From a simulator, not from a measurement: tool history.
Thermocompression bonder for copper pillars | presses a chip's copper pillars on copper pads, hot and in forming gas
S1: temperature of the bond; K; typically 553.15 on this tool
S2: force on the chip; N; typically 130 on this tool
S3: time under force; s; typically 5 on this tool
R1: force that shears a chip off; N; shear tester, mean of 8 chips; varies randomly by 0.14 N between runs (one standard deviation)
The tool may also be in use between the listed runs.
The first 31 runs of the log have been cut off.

| run | hour | S1 | S2 | S3 | R1 |
|---|---|---|---|---|---|
| 32 | 986.3 | 541.15 | 138 | 7 | 49.4 |
| 33 | 1028.3 | 528.15 | 138 | 8 | 43.6 |
|  | 1054.2 | forming gas filter changed |
| 34 | 1073.5 | 545.15 | 130 | 14 | 64.5 |
| 35 | 1100.6 | 540.15 | 145 | 13 | 63.2 |
| 36 | 1137.3 | 541.15 | 178 | 3 | 44.1 |
| 37 | 1162.2 | 559.15 | 87 | 12 | 58.2 |
| 38 | 1187.7 | 559.15 | 87 | 12 | 57.9 |
| 39 | 1222.8 | 563.15 | 91 | 13 | 62.7 |
| 40 | 1247.9 | 531.15 | 173 | 5 | 45.3 |

3 options for the next run, each taken on its own from the tool as it stands now. Forecast them:
| A | 1292.3 | 545.15 | 84 | 4 | ? |
| B | 1292.3 | 533.15 | 163 | 8 | ? |
| C | 1292.3 | 553.15 | 150 | 7 | ? |

| run | R1 |
|---|---|
| A | 32.0 |
| B | 52.1 |
| C | 60.2 |
Had the tool no hidden state, the same runs would have come out as:
| run | R1 |
|---|---|
| A | 33.3 |
| B | 54.1 |
| C | 62.4 |

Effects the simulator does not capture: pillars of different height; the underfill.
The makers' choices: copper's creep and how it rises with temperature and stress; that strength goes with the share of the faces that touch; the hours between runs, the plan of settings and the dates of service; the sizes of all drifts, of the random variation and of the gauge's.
